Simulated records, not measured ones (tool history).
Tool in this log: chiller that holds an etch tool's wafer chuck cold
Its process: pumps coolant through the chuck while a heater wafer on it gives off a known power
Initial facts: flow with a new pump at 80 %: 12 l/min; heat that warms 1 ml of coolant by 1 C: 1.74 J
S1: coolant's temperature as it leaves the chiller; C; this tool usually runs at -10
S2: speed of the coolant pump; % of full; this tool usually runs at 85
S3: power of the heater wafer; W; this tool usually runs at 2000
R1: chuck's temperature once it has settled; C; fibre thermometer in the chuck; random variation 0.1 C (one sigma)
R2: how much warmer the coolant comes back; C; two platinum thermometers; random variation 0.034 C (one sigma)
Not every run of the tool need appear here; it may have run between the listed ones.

run	hour	S1	S2	S3	R1	R2
1	0	-10	85	2000	7.6	5.38
2	24	-2	85	2000	15.4	5.36
3	55	-2	85	2000	15.5	5.42
4	96.6	-2	85	2000	15.5	5.42
5	129.5	-16	85	2000	1.3	5.37
6	149.7	-16	85	2000	1.4	5.39
7	177.2	-16	85	2000	1.3	5.41
8	213.8	-11	85	1806	4.8	4.9
9	232.4	-10	81	2000	7.8	5.63
10	250.1	-1	66	2000	18.9	6.97

What does the tool deliver on the next run?
11	282.1	-10	91	2000	?	?

{"run 11": {"R1": 6.7, "R2": 5.01}}
Without the tool's hidden state the same run would have given R1 6.7 C, R2 5.01 C.
